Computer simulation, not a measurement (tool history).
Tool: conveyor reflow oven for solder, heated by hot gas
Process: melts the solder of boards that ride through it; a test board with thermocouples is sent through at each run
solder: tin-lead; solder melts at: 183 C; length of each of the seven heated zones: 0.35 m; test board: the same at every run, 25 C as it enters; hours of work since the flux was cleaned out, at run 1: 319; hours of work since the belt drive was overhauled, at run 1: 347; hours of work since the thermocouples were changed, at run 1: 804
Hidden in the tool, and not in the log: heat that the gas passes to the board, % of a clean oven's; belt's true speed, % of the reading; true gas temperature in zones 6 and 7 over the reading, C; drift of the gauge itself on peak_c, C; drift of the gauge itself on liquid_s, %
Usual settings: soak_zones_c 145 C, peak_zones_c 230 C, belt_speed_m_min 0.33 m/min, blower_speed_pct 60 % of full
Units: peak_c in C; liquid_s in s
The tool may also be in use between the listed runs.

run   hour  soak_zones_c  peak_zones_c  belt_speed_m_min  blower_speed_pct  hours of work since the flux was cleaned out  hours of work since the belt drive was overhauled  hours of work since the thermocouples were changed  peak_c  liquid_s
  1      0           145           230              0.33                60                                           319                                                347                                                 804   216.5      99.7
  2   11.6           145           230              0.33                60                                           326                                                355                                                 811   216.5     100.3
  3   27.1           145           230              0.33                60                                           335                                                364                                                 820   216.7     100.1
  4   37.6           145           230              0.33                60                                           341                                                370                                                 826   216.4       100
  5   47.7           148           230              0.33                60                                           348                                                376                                                 832   216.9       103
  6   56.3           148           230              0.33                60                                           353                                                382                                                 838   216.9     102.6
  7   74.9           148           230              0.33                60                                           364                                                393                                                 849   216.9     102.9
  8   85.5           145           230              0.33                60                                           370                                                399                                                 855   216.5     100.2
  9   95.3           145           230              0.33                60                                           376                                                405                                                 861   216.3     100.3
 10  110.9           138           230              0.33                60                                           386                                                415                                                 871   215.1      93.9
 11  122.9           138           230              0.33                60                                           393                                                422                                                 878   215.1      93.3
     128.4  -- belt drive overhauled, speed set with a stopwatch
     135.8  -- thermocouples of zones 6 and 7 changed
 12  139.4           145           230              0.33                55                                           399                                                  5                                                   2   214.2      97.4
 13  147.1           135           230              0.33                60                                           404                                                 10                                                   7   213.8      90.5
 14  164.2           157           228             0.274                81                                           415                                                 20                                                  17   222.5     142.8
     178.3  -- belt drive overhauled, speed set with a stopwatch, once more
 15  178.3           131           230             0.287                86                                           421                                                  0                                                  23   221.3     115.1
 16  189.5           131           230             0.287                86                                           427                                                  7                                                  30   221.5     115.4
 17  206.3           156           220             0.399                60                                           438                                                 17                                                  40   203.3      68.5

How the hidden state differs across the entries between the runs, from the last listed run before each to the first after it:
Between runs 11 and 12: belt drive overhauled, speed set with a stopwatch (hour 128.4); thermocouples of zones 6 and 7 changed (hour 135.8)
  heat that the gas passes to the board, % of a clean oven's: 88 -> 87.8; belt's true speed, % of the reading: 98.85 -> 98.27; true gas temperature in zones 6 and 7 over the reading, C: 1.23 -> 0.14
  measured less the result without the state, peak_c: -0.9 -> -1.5 C; liquid_s: -1 -> -1 s
Between runs 14 and 15: belt drive overhauled, speed set with a stopwatch, once more (hour 178.3)
  heat that the gas passes to the board, % of a clean oven's: 87.4 -> 87.2; belt's true speed, % of the reading: 98.23 -> 100; true gas temperature in zones 6 and 7 over the reading, C: 0.16 -> 0.17
  measured less the result without the state, peak_c: -1.1 -> -2.2 C; liquid_s: +1.1 -> -4.1 s
